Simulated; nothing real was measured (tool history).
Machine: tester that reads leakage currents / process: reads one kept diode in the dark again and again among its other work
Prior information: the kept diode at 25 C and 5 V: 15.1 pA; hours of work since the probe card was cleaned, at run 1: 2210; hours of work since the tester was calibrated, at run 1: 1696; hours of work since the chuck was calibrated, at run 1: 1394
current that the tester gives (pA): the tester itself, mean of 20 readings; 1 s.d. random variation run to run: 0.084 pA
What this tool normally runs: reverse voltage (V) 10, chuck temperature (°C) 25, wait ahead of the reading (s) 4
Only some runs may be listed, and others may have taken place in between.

run,hour,reverse voltage (V),chuck temperature (°C),wait ahead of the reading (s),hours of work since the probe card was cleaned,hours of work since the tester was calibrated,hours of work since the chuck was calibrated,current that the tester gives (pA)
1,0,10,25,4,2210,1696,1394,33.36
2,143.4,10,25,4,2310,1796,1494,33.54
3,234.4,10,25,4,2373,1860,1557,34.12
4,428.4,10,25,4,2509,1995,1692,34.57
5,557.9,10,25,4,2599,2085,1782,34.92
6,667.4,10,25,4,2675,2161,1859,35.34
7,863.7,2.6,32,0.44,2812,2298,1995,21.84
8,1019.4,6.2,44,0.32,2920,2407,2104,72.79
# hour 1107.6: probe card cleaned and baked
9,1141.6,2.4,37,7.91,24,2490,2187,21.9
# hour 1199.4: chuck's temperature calibrated
10,1298.7,3.8,35,0.37,132,2598,69,29.99
11,1492.9,3.8,35,0.37,267,2733,204,29.88
12,1648.7,13,35,0.37,376,2841,313,62.57

Each row is a separate what-if for the run after 12, all from the same tool condition, not one after another. Results?
A,1837.8,4.3,35,0.37,507,2973,445,?
B,1837.8,9.4,24,2.93,507,2973,445,?
C,1837.8,16.4,33,7,507,2973,445,?
D,1837.8,13,35,6.67,507,2973,445,?
E,1837.8,10,57,4,507,2973,445,?

run,current that the tester gives (pA)
A,32.51
B,22.47
C,54.43
D,54.09
E,183.88
Without the tool's hidden state the same runs would have given:
run,current that the tester gives (pA)
A,31.89
B,20.34
C,50.97
D,51.57
E,184.19
